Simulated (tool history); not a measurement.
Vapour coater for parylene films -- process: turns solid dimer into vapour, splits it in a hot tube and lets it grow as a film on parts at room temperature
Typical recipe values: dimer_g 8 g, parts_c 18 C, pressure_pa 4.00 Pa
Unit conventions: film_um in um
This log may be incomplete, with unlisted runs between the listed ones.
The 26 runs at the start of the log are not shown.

| run | hour | dimer_g | parts_c | pressure_pa | hours of work since the trap's valve was overhauled | hours of work since the table's thermometer was calibrated | film_um |
|---|---|---|---|---|---|---|---|
| 27 | 596.0 | 14 | 17 | 4.00 | 531 | 580 | 11.63 |
|  | 599.4 | table's thermometer calibrated |
| 28 | 627.4 | 14 | 17 | 4.00 | 546 | 13 | 11.74 |
| 29 | 642.5 | 14 | 12 | 4.00 | 553 | 20 | 13.51 |
| 30 | 661.9 | 3 | 26 | 4.00 | 562 | 29 | 1.87 |
|  | 673.6 | trap's valve overhauled |
| 31 | 700.5 | 4 | 15 | 4.00 | 13 | 46 | 4.07 |
| 32 | 720.3 | 4 | 15 | 4.00 | 22 | 55 | 4.07 |
| 33 | 755.7 | 13 | 14 | 5.77 | 39 | 72 | 12.63 |
|  | 772.3 | table's thermometer calibrated, once more |
| 34 | 790.6 | 13 | 14 | 5.77 | 55 | 9 | 12.51 |
| 35 | 818.2 | 13 | 14 | 5.77 | 68 | 22 | 12.25 |
| 36 | 834.0 | 13 | 10 | 4.00 | 75 | 29 | 14.25 |
| 37 | 853.5 | 4 | 18 | 3.63 | 84 | 38 | 3.68 |

Expected results for the next run?
| 38 | 874.1 | 5 | 16 | 2.72 | 94 | 48 | ? |

film_um: 5.10 um
The same run, on a tool lacking any hidden state, would have yielded film_um 5.21 um.
